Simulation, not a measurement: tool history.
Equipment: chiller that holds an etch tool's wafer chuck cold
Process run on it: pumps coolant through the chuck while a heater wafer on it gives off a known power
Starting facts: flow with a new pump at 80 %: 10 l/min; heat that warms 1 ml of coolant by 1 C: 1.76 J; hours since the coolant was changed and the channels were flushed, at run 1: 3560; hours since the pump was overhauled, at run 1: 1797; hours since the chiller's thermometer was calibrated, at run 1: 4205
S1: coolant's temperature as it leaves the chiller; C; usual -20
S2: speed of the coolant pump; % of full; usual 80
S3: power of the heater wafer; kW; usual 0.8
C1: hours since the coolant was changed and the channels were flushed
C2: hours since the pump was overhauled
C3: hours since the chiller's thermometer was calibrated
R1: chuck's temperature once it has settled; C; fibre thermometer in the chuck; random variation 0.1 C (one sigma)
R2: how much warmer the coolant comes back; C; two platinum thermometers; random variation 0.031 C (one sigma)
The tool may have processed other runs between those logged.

{"run": 1, "hour": 0.0, "S1": -20, "S2": 80, "S3": 0.8, "C1": 3560, "C2": 1797, "C3": 4205, "R1": -13.8, "R2": 2.89}
{"run": 2, "hour": 40.4, "S1": -20, "S2": 80, "S3": 0.567, "C1": 3600, "C2": 1837, "C3": 4245, "R1": -15.8, "R2": 2.03}
{"run": 3, "hour": 74.4, "S1": -20, "S2": 80, "S3": 0.406, "C1": 3634, "C2": 1871, "C3": 4279, "R1": -17.3, "R2": 1.46}
{"run": 4, "hour": 104.7, "S1": -20, "S2": 80, "S3": 0.406, "C1": 3665, "C2": 1902, "C3": 4309, "R1": -17.3, "R2": 1.46}
{"run": 5, "hour": 129.9, "S1": -20, "S2": 80, "S3": 0.406, "C1": 3690, "C2": 1927, "C3": 4335, "R1": -17.3, "R2": 1.47}
{"run": 6, "hour": 153.0, "S1": -20, "S2": 80, "S3": 0.406, "C1": 3713, "C2": 1950, "C3": 4358, "R1": -17.4, "R2": 1.48}
{"run": 7, "hour": 194.9, "S1": -20, "S2": 80, "S3": 0.8, "C1": 3755, "C2": 1992, "C3": 4400, "R1": -13.9, "R2": 2.88}
{"run": 8, "hour": 229.1, "S1": -20, "S2": 80, "S3": 1.106, "C1": 3789, "C2": 2026, "C3": 4434, "R1": -11.1, "R2": 3.9}
{"hour": 259.6, "done": "chiller's thermometer calibrated"}
{"run": 9, "hour": 259.6, "S1": -15, "S2": 80, "S3": 0.8, "C1": 3819, "C2": 2056, "C3": 0, "R1": -9.5, "R2": 2.9}
{"run": 10, "hour": 292.4, "S1": -15, "S2": 80, "S3": 0.8, "C1": 3851, "C2": 2088, "C3": 33, "R1": -9.5, "R2": 2.89}
{"run": 11, "hour": 318.8, "S1": -15, "S2": 80, "S3": 0.8, "C1": 3878, "C2": 2115, "C3": 59, "R1": -9.5, "R2": 2.88}
{"run": 12, "hour": 347.5, "S1": -20, "S2": 80, "S3": 0.8, "C1": 3906, "C2": 2143, "C3": 88, "R1": -14.3, "R2": 2.91}
{"run": 13, "hour": 373.1, "S1": -20, "S2": 80, "S3": 0.8, "C1": 3932, "C2": 2169, "C3": 114, "R1": -14.4, "R2": 2.84}
{"run": 14, "hour": 410.7, "S1": -20, "S2": 80, "S3": 0.8, "C1": 3970, "C2": 2207, "C3": 151, "R1": -14.5, "R2": 2.89}
{"run": 15, "hour": 451.2, "S1": -20, "S2": 80, "S3": 0.8, "C1": 4010, "C2": 2247, "C3": 192, "R1": -14.2, "R2": 2.9}
{"hour": 474.6, "done": "chiller's thermometer calibrated, once more"}
{"run": 16, "hour": 481.6, "S1": -20, "S2": 60, "S3": 0.8, "C1": 4040, "C2": 2277, "C3": 7, "R1": -11.3, "R2": 3.87}
{"run": 17, "hour": 501.2, "S1": -21, "S2": 75, "S3": 0.813, "C1": 4059, "C2": 2296, "C3": 27, "R1": -13.4, "R2": 3.08}
{"run": 18, "hour": 541.5, "S1": -20, "S2": 76, "S3": 0.452, "C1": 4099, "C2": 2336, "C3": 67, "R1": -15.8, "R2": 1.69}
{"run": 19, "hour": 569.6, "S1": -20, "S2": 76, "S3": 0.452, "C1": 4128, "C2": 2365, "C3": 95, "R1": -15.8, "R2": 1.68}
{"run": 20, "hour": 604.9, "S1": -20, "S2": 76, "S3": 0.452, "C1": 4163, "C2": 2400, "C3": 130, "R1": -15.7, "R2": 1.68}
{"run": 21, "hour": 637.9, "S1": -20, "S2": 81, "S3": 0.923, "C1": 4196, "C2": 2433, "C3": 163, "R1": -11.6, "R2": 3.28}
{"run": 22, "hour": 672.4, "S1": -20, "S2": 81, "S3": 0.923, "C1": 4230, "C2": 2467, "C3": 198, "R1": -11.4, "R2": 3.38}
{"run": 23, "hour": 716.0, "S1": -19, "S2": 80, "S3": 1.055, "C1": 4274, "C2": 2511, "C3": 241, "R1": -9.1, "R2": 3.88}
{"run": 24, "hour": 735.7, "S1": -17, "S2": 85, "S3": 0.895, "C1": 4294, "C2": 2531, "C3": 261, "R1": -8.8, "R2": 3.08}
{"run": 25, "hour": 762.9, "S1": -22, "S2": 82, "S3": 0.895, "C1": 4321, "C2": 2558, "C3": 288, "R1": -13.6, "R2": 3.21}
{"run": 26, "hour": 781.4, "S1": -22, "S2": 83, "S3": 0.906, "C1": 4339, "C2": 2576, "C3": 307, "R1": -13.8, "R2": 3.18}
{"run": 27, "hour": 807.2, "S1": -22, "S2": 83, "S3": 0.913, "C1": 4365, "C2": 2602, "C3": 333, "R1": -13.7, "R2": 3.23}
{"run": 28, "hour": 842.8, "S1": -21, "S2": 73, "S3": 0.51, "C1": 4401, "C2": 2638, "C3": 368, "R1": -16.1, "R2": 2.02}
{"run": 29, "hour": 880.8, "S1": -20, "S2": 95, "S3": 1.103, "C1": 4439, "C2": 2676, "C3": 406, "R1": -10.4, "R2": 3.4}
{"run": 30, "hour": 900.4, "S1": -23, "S2": 65, "S3": 0.8, "C1": 4458, "C2": 2695, "C3": 426, "R1": -14.5, "R2": 3.6}
{"run": 31, "hour": 940.3, "S1": -23, "S2": 65, "S3": 0.8, "C1": 4498, "C2": 2735, "C3": 466, "R1": -14.6, "R2": 3.58}
{"run": 32, "hour": 959.4, "S1": -26, "S2": 61, "S3": 0.8, "C1": 4517, "C2": 2754, "C3": 485, "R1": -17.3, "R2": 3.84}

Forecast each of these 3 alternatives for the next run:
{"run": "A", "hour": 1004.4, "S1": -16, "S2": 61, "S3": 0.8, "C1": 4562, "C2": 2799, "C3": 530, "R1": "?", "R2": "?"}
{"run": "B", "hour": 1004.4, "S1": -23, "S2": 77, "S3": 0.5, "C1": 4562, "C2": 2799, "C3": 530, "R1": "?", "R2": "?"}
{"run": "C", "hour": 1004.4, "S1": -26, "S2": 61, "S3": 0.745, "C1": 4562, "C2": 2799, "C3": 530, "R1": "?", "R2": "?"}

run=A R1=-7.3 R2=3.82
run=B R1=-18.5 R2=1.88
run=C R1=-17.7 R2=3.64
Stripped of hidden state, with their random variation kept, the same runs would have yielded:
run=A R1=-9.1 R2=3.56
run=B R1=-19.4 R2=1.75
run=C R1=-19.4 R2=3.4
